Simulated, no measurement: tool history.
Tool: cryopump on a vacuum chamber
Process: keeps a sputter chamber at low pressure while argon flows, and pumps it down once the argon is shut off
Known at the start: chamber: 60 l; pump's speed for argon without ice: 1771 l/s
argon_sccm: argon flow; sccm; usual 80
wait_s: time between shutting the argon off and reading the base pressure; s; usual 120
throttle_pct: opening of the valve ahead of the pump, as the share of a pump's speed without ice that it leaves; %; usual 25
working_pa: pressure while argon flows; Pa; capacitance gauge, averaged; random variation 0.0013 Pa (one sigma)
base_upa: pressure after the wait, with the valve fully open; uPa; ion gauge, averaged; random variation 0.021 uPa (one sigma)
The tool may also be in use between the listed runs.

| run | hour | argon_sccm | wait_s | throttle_pct | working_pa | base_upa |
|---|---|---|---|---|---|---|
| 1 | 0 | 80 | 120 | 25 | 0.3185 | 0.72 |
| 2 | 18.2 | 82 | 120 | 25 | 0.3262 | 0.72 |
| 3 | 32.8 | 80 | 120 | 25 | 0.3201 | 0.75 |
| 4 | 55.8 | 80 | 120 | 25 | 0.317 | 0.79 |
| 5 | 68.8 | 55 | 120 | 25 | 0.2204 | 0.77 |
| 6 | 81.1 | 55 | 36 | 25 | 0.2197 | 1.41 |
| 7 | 92.9 | 55 | 36 | 25 | 0.2222 | 1.42 |
| 8 | 107.5 | 55 | 36 | 25 | 0.2223 | 1.46 |
| 9 | 124.2 | 55 | 36 | 25 | 0.2212 | 1.43 |
| 10 | 143.7 | 80 | 120 | 25 | 0.3235 | 0.8 |
| 11 | 155.9 | 80 | 120 | 25 | 0.3231 | 0.83 |
| 12 | 175.8 | 80 | 120 | 25 | 0.3254 | 0.84 |
| 13 | 199.1 | 80 | 120 | 25 | 0.3278 | 0.8 |
| 14 | 212.9 | 80 | 120 | 25 | 0.3252 | 0.9 |
| 15 | 237.8 | 80 | 120 | 16 | 0.5001 | 0.89 |
| 16 | 262.5 | 80 | 120 | 16 | 0.5022 | 0.91 |
| 17 | 277.2 | 95 | 120 | 25 | 0.3895 | 0.9 |
| 18 | 301.2 | 95 | 120 | 25 | 0.3919 | 0.89 |
| 19 | 319.8 | 80 | 107 | 25 | 0.3295 | 0.99 |
| 20 | 345.3 | 40 | 81 | 25 | 0.1667 | 1.12 |
| 21 | 368.5 | 66 | 111 | 19 | 0.3538 | 1.01 |
| 22 | 385.1 | 61 | 23 | 20 | 0.3103 | 2.14 |
| 23 | 395.8 | 61 | 23 | 20 | 0.3139 | 2.13 |
| 24 | 420.7 | 42 | 120 | 25 | 0.1772 | 1.01 |
| 25 | 435.5 | 80 | 290 | 40 | 0.223 | 0.86 |
| 26 | 452.2 | 80 | 22 | 50 | 0.1845 | 2.24 |
| 27 | 477.5 | 80 | 22 | 50 | 0.1858 | 2.26 |
| 28 | 494.5 | 80 | 85 | 25 | 0.3397 | 1.16 |
| 29 | 517.5 | 95 | 85 | 25 | 0.4039 | 1.19 |
| 30 | 538 | 80 | 81 | 23 | 0.3687 | 1.24 |
| 31 | 564.1 | 80 | 81 | 38 | 0.2376 | 1.26 |
| 32 | 580.6 | 149 | 52 | 30 | 0.546 | 1.49 |
| 33 | 605 | 52 | 52 | 40 | 0.1499 | 1.48 |
|  | 615 | pump warmed up, emptied and cooled again |
| 34 | 633.4 | 39 | 120 | 37 | 0.1025 | 0.89 |
| 35 | 644.6 | 36 | 72 | 25 | 0.1388 | 1.03 |

3 ways to go on from here, each from the tool as it stands after run 35. What would each give?
| A | 656.7 | 56 | 182 | 25 | ? | ? |
| B | 656.7 | 132 | 44 | 23 | ? | ? |
| C | 656.7 | 124 | 120 | 33 | ? | ? |

| run | working_pa | base_upa |
|---|---|---|
| A | 0.2157 | 0.8 |
| B | 0.5524 | 1.34 |
| C | 0.3632 | 0.87 |
Without the tool's hidden state the same runs would have given:
| run | working_pa | base_upa |
|---|---|---|
| A | 0.2145 | 0.37 |
| B | 0.5495 | 0.91 |
| C | 0.3605 | 0.43 |

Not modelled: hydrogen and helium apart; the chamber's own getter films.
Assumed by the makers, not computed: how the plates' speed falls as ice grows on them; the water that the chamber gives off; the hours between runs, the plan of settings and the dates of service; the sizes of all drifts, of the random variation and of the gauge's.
